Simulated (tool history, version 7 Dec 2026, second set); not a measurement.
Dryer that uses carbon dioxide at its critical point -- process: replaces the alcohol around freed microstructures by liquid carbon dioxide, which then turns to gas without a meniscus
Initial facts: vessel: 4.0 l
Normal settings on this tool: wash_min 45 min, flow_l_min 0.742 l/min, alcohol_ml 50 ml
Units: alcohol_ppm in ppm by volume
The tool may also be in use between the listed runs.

run	hour	wash_min	flow_l_min	alcohol_ml	alcohol_ppm
1	0	45	0.742	50	35
2	13.2	45	0.742	50	30
3	25.1	45	0.742	50	34
4	35.3	45	0.742	97	44
5	41.5	45	0.742	97	53
6	54.6	45	0.742	50	48
7	60.4	45	0.742	50	35
8	66.6	45	0.742	50	40
9	73.7	45	0.742	50	39
10	85.6	45	0.742	50	40
11	98.9	45	0.742	65	47
12	105.1	45	0.742	65	50
13	113.3	45	0.742	65	48
14	123.4	45	0.742	65	42
15	130.3	45	0.742	70	46
16	136.2	45	0.742	50	45
17	147.6	45	0.499	50	139
18	160.6	45	0.499	50	132
19	166.2	45	0.499	50	148
20	179.1	66	0.742	50	43
21	187.7	45	0.742	75	51
22	197	45	0.742	75	50
23	207.5	45	0.742	75	51
24	219.4	45	0.824	75	52
25	226.8	39	0.638	46	108
26	240.1	38	0.662	23	72
27	249.2	38	0.994	57	46
28	259.1	42	0.454	60	283
29	268	42	0.454	60	299
30	275.2	45	1.243	118	42
31	281.2	45	1.243	118	39
32	290.9	45	1.243	118	45
33	298.3	45	1.243	118	44
34	307.6	45	1.243	118	43
35	318	34	0.941	21	56
36	327.4	34	0.941	21	57
37	338.6	45	0.745	28	57
38	349.7	45	0.745	28	48
39	355.6	45	0.745	28	49
40	368.4	40	0.598	77	174
41	376.2	33	1.187	111	65
42	385.2	35	0.757	50	97
43	391.7	33	0.933	87	79
44	400.6	45	0.787	38	50
45	410.5	45	0.448	49	224
46	423.1	36	0.679	33	103
47	435.9	36	0.679	33	109

Some steps in alcohol_ppm between neighbouring runs. How much of each would the tool show without its hidden state too (settings, what came in, random variation), and how much is left for the hidden state, with any gauge scatter that isn't in both results?
Unlogged tool condition in this case: flow that reaches the vessel past the clogged filter, %; alcohol in the recycled carbon dioxide, ppm; drift of the gauge itself on alcohol_ppm, %.
Run 27 -> 28: wash_min 38 -> 42, flow_l_min 0.994 -> 0.454, alcohol_ml 57 -> 60. alcohol_ppm +237 ppm by volume: hidden state +21, all else +216.
Run 29 -> 30: wash_min 42 -> 45, flow_l_min 0.454 -> 1.243, alcohol_ml 60 -> 118. alcohol_ppm -257 ppm by volume: hidden state -21, all else -236.
Run 44 -> 45: flow_l_min 0.787 -> 0.448, alcohol_ml 38 -> 49. alcohol_ppm +174 ppm by volume: hidden state +22, all else +152.
